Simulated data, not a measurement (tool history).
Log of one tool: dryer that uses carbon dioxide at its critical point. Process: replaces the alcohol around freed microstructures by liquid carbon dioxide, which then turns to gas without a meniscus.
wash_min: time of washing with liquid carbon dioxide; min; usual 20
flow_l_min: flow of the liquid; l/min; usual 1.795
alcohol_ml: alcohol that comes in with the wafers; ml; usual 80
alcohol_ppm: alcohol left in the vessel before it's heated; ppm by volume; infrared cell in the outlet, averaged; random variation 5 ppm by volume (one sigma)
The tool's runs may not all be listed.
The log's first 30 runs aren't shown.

run,day,wash_min,flow_l_min,alcohol_ml,hours of work since the filter was changed,hours of work since the purifier's bed was changed,alcohol_ppm
31,12.025,23,2.630,81,45,408,38
32,12.575,18,2.630,40,55,418,30
33,12.892,18,2.320,40,61,424,30
34,13.238,17,1.720,30,67,431,54
35,13.488,17,1.720,30,72,435,45
36,13.792,18,1.795,74,78,441,52
37,14.138,14,1.880,112,84,448,122
38,14.625,16,1.150,72,94,457,387
39,15.112,16,1.240,77,103,466,307
40,15.358,16,1.240,77,107,471,312
41,15.733,16,1.240,77,114,478,321
42,16.088,16,1.240,77,121,484,324
43,16.354,16,1.240,77,126,490,322
44,16.783,20,1.560,26,134,498,51
45,17.108,19,1.795,95,140,504,51
46,17.625,19,1.795,95,150,513,50
47,17.967,20,1.795,25,156,520,36

4 ways to go on from here, each from the tool as it stands after run 47. What would each give?
A,18.254,20,1.795,25,162,525,?
B,18.254,19,3.010,29,162,525,?
C,18.254,20,1.795,38,162,525,?
D,18.254,20,2.080,25,162,525,?

run,alcohol_ppm
A,49
B,38
C,43
D,44
Without the tool's hidden state the same runs would have given:
run,alcohol_ppm
A,13
B,3
C,7
D,9
